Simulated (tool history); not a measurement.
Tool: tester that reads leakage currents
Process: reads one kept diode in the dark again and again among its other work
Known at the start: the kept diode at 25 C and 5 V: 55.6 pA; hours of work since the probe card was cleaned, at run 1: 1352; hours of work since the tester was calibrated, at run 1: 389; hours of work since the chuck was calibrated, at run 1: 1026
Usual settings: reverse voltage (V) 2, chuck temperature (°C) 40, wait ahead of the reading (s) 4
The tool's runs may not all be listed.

run   hour  reverse voltage (V)  chuck temperature (°C)  wait ahead of the reading (s)  hours of work since the probe card was cleaned  hours of work since the tester was calibrated  hours of work since the chuck was calibrated  current that the tester gives (pA)
  1      0                    2                      40                              4                                            1352                                            389                                          1026                              156.16
  2   26.6                    2                      22                              4                                            1370                                            407                                          1044                                32.6
  3   46.1                    2                      40                           0.54                                            1383                                            420                                          1057                              156.91
  4   77.2                    2                      40                           0.52                                            1404                                            440                                          1077                              157.35
  5  109.8                    2                      40                           0.52                                            1425                                            462                                          1099                              157.04
  6  148.5                 6.29                      40                           0.52                                            1451                                            488                                          1124                              242.93
  7    168                    2                      40                              4                                            1464                                            501                                          1137                              156.31
  8  204.8                    2                      40                              4                                            1488                                            525                                          1162                              156.81
  9  228.7                    2                      40                              4                                            1504                                            541                                          1178                              156.87
 10  270.1                    2                      23                              4                                            1531                                            568                                          1205                               36.36
 11  304.2                    2                      23                              4                                            1554                                            591                                          1228                               36.41
 12  326.6                 1.66                      23                              4                                            1569                                            606                                          1242                               33.82
 13    360                 1.66                      23                              4                                            1591                                            628                                          1265                               34.04
 14  381.6                 2.22                      40                              4                                            1605                                            642                                          1279                              164.52
 15  409.3                 1.38                      40                              4                                            1624                                            660                                          1297                              137.05
 16  435.2                 1.38                      40                              4                                            1641                                            678                                          1314                              137.08
 17  473.2                    2                      40                              4                                            1666                                            703                                          1340                              157.82
 18  494.6                    2                      40                              4                                            1680                                            717                                          1354                              157.64
 19  536.6                    2                      40                              4                                            1708                                            745                                          1382                               158.4
 20  574.3                  6.7                      40                              4                                            1733                                            770                                          1407                                 250
 21  593.3                    2                      40                              4                                            1746                                            782                                          1419                              159.47
 22  632.9                    2                      40                              4                                            1772                                            809                                          1445                              159.25
 23  658.6                  4.6                      25                              4                                            1789                                            826                                          1462                               61.05
 24  702.8                 1.05                      40                           8.63                                            1818                                            855                                          1492                              125.43
 25  721.3                 8.99                      22                           2.49                                            1831                                            867                                          1504                               62.26
 26  760.1                 8.99                      26                           2.09                                            1856                                            893                                          1530                               88.12
 27  798.1                 8.99                      29                           4.81                                            1881                                            918                                          1555                              112.08

Run 28 comes next. What will it give?
 28  823.5                 5.76                      25                           8.46                                            1898                                            935                                          1572                                   ?

Run 28 gave current that the tester gives (pA) 66.94.
Without the tool's hidden state the same run would have given current that the tester gives (pA) 58.96.
